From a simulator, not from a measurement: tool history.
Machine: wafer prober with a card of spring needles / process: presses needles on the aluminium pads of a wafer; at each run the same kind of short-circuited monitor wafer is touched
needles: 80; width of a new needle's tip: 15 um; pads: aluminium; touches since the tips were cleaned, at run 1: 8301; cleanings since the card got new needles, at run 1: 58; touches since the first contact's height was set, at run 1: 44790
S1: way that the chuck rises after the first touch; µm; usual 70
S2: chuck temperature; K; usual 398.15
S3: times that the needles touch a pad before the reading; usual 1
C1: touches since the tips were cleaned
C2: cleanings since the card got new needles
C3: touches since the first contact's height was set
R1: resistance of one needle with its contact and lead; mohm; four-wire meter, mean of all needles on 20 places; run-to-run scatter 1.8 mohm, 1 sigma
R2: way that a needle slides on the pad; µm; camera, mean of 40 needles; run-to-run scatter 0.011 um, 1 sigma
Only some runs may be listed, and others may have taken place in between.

run 1 hour=0 | S1=70 S2=398.15 S3=1 | C1=8301 C2=58 C3=44790 | R1=241 R2=12.17
-- hour=3.2 tips cleaned on abrasive film
-- hour=15.8 tips cleaned on abrasive film
-- hour=28.4 tips cleaned on abrasive film
-- hour=44 tips cleaned on abrasive film
-- hour=56.6 tips cleaned on abrasive film
-- hour=69.2 tips cleaned on abrasive film
run 2 hour=74.5 | S1=70 S2=398.15 S3=1 | C1=3646 C2=64 C3=95656 | R1=227 R2=12.07
-- hour=83.9 tips cleaned on abrasive film
-- hour=96.5 tips cleaned on abrasive film
-- hour=112.2 tips cleaned on abrasive film
-- hour=127.9 tips cleaned on abrasive film
-- hour=134.4 height of the first contact set anew
-- hour=143.9 tips cleaned on abrasive film
-- hour=156.4 tips cleaned on abrasive film
run 3 hour=156.7 | S1=70 S2=398.15 S3=1 | C1=183 C2=70 C3=15208 | R1=194 R2=12.18
-- hour=169.3 tips cleaned on abrasive film
-- hour=181.8 tips cleaned on abrasive film
-- hour=197.5 tips cleaned on abrasive film
-- hour=210.1 tips cleaned on abrasive film
-- hour=225.8 tips cleaned on abrasive film
run 4 hour=235.2 | S1=70 S2=398.15 S3=1 | C1=6474 C2=75 C3=68898 | R1=241 R2=12.09
-- hour=238.4 tips cleaned on abrasive film
-- hour=254.1 tips cleaned on abrasive film
-- hour=266.6 tips cleaned on abrasive film
-- hour=282.3 tips cleaned on abrasive film
-- hour=298 tips cleaned on abrasive film
run 5 hour=306.7 | S1=70 S2=398.15 S3=1 | C1=5981 C2=80 C3=117784 | R1=241 R2=12.04
-- hour=313 tips cleaned on abrasive film
-- hour=325.6 tips cleaned on abrasive film
-- hour=335.3 height of the first contact set anew
-- hour=341.6 tips cleaned on abrasive film
-- hour=357.3 tips cleaned on abrasive film
-- hour=369.9 tips cleaned on abrasive film
run 6 hour=374.3 | S1=70 S2=398.15 S3=1 | C1=3042 C2=85 C3=26653 | R1=222 R2=12.17
-- hour=383.7 tips cleaned on abrasive film
-- hour=396.3 tips cleaned on abrasive film
-- hour=408.9 tips cleaned on abrasive film
run 7 hour=418.1 | S1=70 S2=398.15 S3=1 | C1=6335 C2=88 C3=56598 | R1=241 R2=12.14
-- hour=424.4 tips cleaned on abrasive film
-- hour=437 tips cleaned on abrasive film
-- hour=452.7 tips cleaned on abrasive film
run 8 hour=453.9 | S1=70 S2=398.15 S3=1 | C1=830 C2=91 C3=81038 | R1=207 R2=12.09
-- hour=466.4 tips cleaned on abrasive film
-- hour=482.1 tips cleaned on abrasive film
-- hour=494.7 tips cleaned on abrasive film
run 9 hour=506.7 | S1=70 S2=398.15 S3=1 | C1=8278 C2=94 C3=117219 | R1=249 R2=12.03
-- hour=510 tips cleaned on abrasive film
-- hour=525.6 tips cleaned on abrasive film
-- hour=535.3 height of the first contact set anew
-- hour=541.6 tips cleaned on abrasive film
run 10 hour=552.1 | S1=70 S2=398.15 S3=1 | C1=7231 C2=97 C3=11524 | R1=250 R2=12.2
-- hour=555.3 tips cleaned on abrasive film
-- hour=567.9 tips cleaned on abrasive film
-- hour=580.5 tips cleaned on abrasive film
-- hour=596.2 tips cleaned on abrasive film
-- hour=608.7 tips cleaned on abrasive film
-- hour=624.4 tips cleaned on abrasive film
run 11 hour=635.1 | S1=70 S2=398.15 S3=1 | C1=7317 C2=103 C3=68206 | R1=248 R2=12.12
-- hour=638.3 tips cleaned on abrasive film
-- hour=650.9 tips cleaned on abrasive film
-- hour=666.5 tips cleaned on abrasive film
-- hour=679.1 tips cleaned on abrasive film
run 12 hour=691.6 | S1=64 S2=398.15 S3=1 | C1=8581 C2=107 C3=106837 | R1=262 R2=11.03
-- hour=694.8 tips cleaned on abrasive film
-- hour=710.5 tips cleaned on abrasive film
-- hour=726.2 tips cleaned on abrasive film
run 13 hour=731.7 | S1=64 S2=398.15 S3=1 | C1=3785 C2=110 C3=134232 | R1=242 R2=10.97
-- hour=735.1 height of the first contact set anew
-- hour=741.4 tips cleaned on abrasive film
-- hour=754 tips cleaned on abrasive film
-- hour=769.7 tips cleaned on abrasive film
-- hour=785.4 tips cleaned on abrasive film
run 14 hour=790.1 | S1=64 S2=398.15 S3=1 | C1=3269 C2=114 C3=37612 | R1=236 R2=11.14
-- hour=799.6 tips cleaned on abrasive film
-- hour=812.1 tips cleaned on abrasive film
-- hour=824.7 tips cleaned on abrasive film
-- hour=840.4 tips cleaned on abrasive film
-- hour=856.1 tips cleaned on abrasive film
run 15 hour=860.2 | S1=84 S2=344.15 S3=3 | C1=2849 C2=119 C3=85535 | R1=184 R2=14.55
-- hour=869.7 tips cleaned on abrasive film
-- hour=882.3 tips cleaned on abrasive film
-- hour=897.9 tips cleaned on abrasive film
-- hour=913.6 tips cleaned on abrasive film
run 16 hour=923.4 | S1=70 S2=398.15 S3=1 | C1=6730 C2=123 C3=128752 | R1=250 R2=12.04
-- hour=926.6 tips cleaned on abrasive film
-- hour=936.3 height of the first contact set anew
-- hour=942.6 tips cleaned on abrasive film
-- hour=958.3 tips cleaned on abrasive film
run 17 hour=964.9 | S1=76 S2=398.15 S3=2 | C1=4516 C2=126 C3=19541 | R1=217 R2=13.23
-- hour=971.2 tips cleaned on abrasive film
-- hour=986.9 tips cleaned on abrasive film
-- hour=1002.6 tips cleaned on abrasive film
run 18 hour=1012.8 | S1=57 S2=369.15 S3=2 | C1=7026 C2=129 C3=52323 | R1=243 R2=9.87
-- hour=1016 tips cleaned on abrasive film
-- hour=1028.6 tips cleaned on abrasive film
-- hour=1044.2 tips cleaned on abrasive film
-- hour=1056.8 tips cleaned on abrasive film
-- hour=1072.5 tips cleaned on abrasive film
-- hour=1085.1 tips cleaned on abrasive film
run 19 hour=1093.3 | S1=61 S2=300.15 S3=2 | C1=5682 C2=135 C3=107370 | R1=219 R2=10.5
-- hour=1099.7 tips cleaned on abrasive film
-- hour=1115.4 tips cleaned on abrasive film
-- hour=1131 tips cleaned on abrasive film
run 20 hour=1135.3 | S1=61 S2=314.15 S3=2 | C1=2910 C2=138 C3=136037 | R1=217 R2=10.45
-- hour=1138.7 height of the first contact set anew
-- hour=1145 tips cleaned on abrasive film
-- hour=1160.7 tips cleaned on abrasive film
-- hour=1176.4 tips cleaned on abrasive film
run 21 hour=1180.1 | S1=52 S2=299.15 S3=2 | C1=2563 C2=141 C3=28320 | R1=222 R2=9
-- hour=1189.6 tips cleaned on abrasive film
-- hour=1205.3 tips cleaned on abrasive film
-- hour=1220.9 tips cleaned on abrasive film
-- hour=1236.6 tips cleaned on abrasive film
-- hour=1249.2 tips cleaned on abrasive film
-- hour=1264.9 tips cleaned on abrasive film
run 22 hour=1267.8 | S1=52 S2=299.15 S3=2 | C1=1981 C2=147 C3=88250 | R1=217 R2=8.93
-- hour=1280.3 tips cleaned on abrasive film
-- hour=1292.9 tips cleaned on abrasive film
-- hour=1308.6 tips cleaned on abrasive film
run 23 hour=1312.1 | S1=52 S2=299.15 S3=2 | C1=2382 C2=150 C3=118535 | R1=221 R2=8.91
-- hour=1321.5 tips cleaned on abrasive film
-- hour=1334.1 tips cleaned on abrasive film
-- hour=1340.6 height of the first contact set anew
-- hour=1347 tips cleaned on abrasive film
-- hour=1362.6 tips cleaned on abrasive film
run 24 hour=1372.1 | S1=52 S2=299.15 S3=2 | C1=6512 C2=154 C3=21536 | R1=246 R2=9.05

Below are 3 alternative next runs, each starting from the tool's condition after run 24. Predict each:
-- hour=1375.3 tips cleaned on abrasive film
-- hour=1391 tips cleaned on abrasive film
-- hour=1406.7 tips cleaned on abrasive film
-- hour=1419.3 tips cleaned on abrasive film
run A hour=1427.9 | S1=52 S2=371.15 S3=3 | C1=5924 C2=158 C3=59650 | R1=? R2=?
-- hour=1375.3 tips cleaned on abrasive film
-- hour=1391 tips cleaned on abrasive film
-- hour=1406.7 tips cleaned on abrasive film
-- hour=1419.3 tips cleaned on abrasive film
run B hour=1427.9 | S1=69 S2=341.15 S3=1 | C1=5924 C2=158 C3=59650 | R1=? R2=?
-- hour=1375.3 tips cleaned on abrasive film
-- hour=1391 tips cleaned on abrasive film
-- hour=1406.7 tips cleaned on abrasive film
-- hour=1419.3 tips cleaned on abrasive film
run C hour=1427.9 | S1=86 S2=358.15 S3=1 | C1=5924 C2=158 C3=59650 | R1=? R2=?

run=A R1=228 R2=9
run=B R1=249 R2=11.95
run=C R1=223 R2=14.94
Take away the tool's hidden state, keep each run's random variation, and the runs would have read:
run=A R1=184 R2=9.08
run=B R1=175 R2=12.03
run=C R1=174 R2=15.02
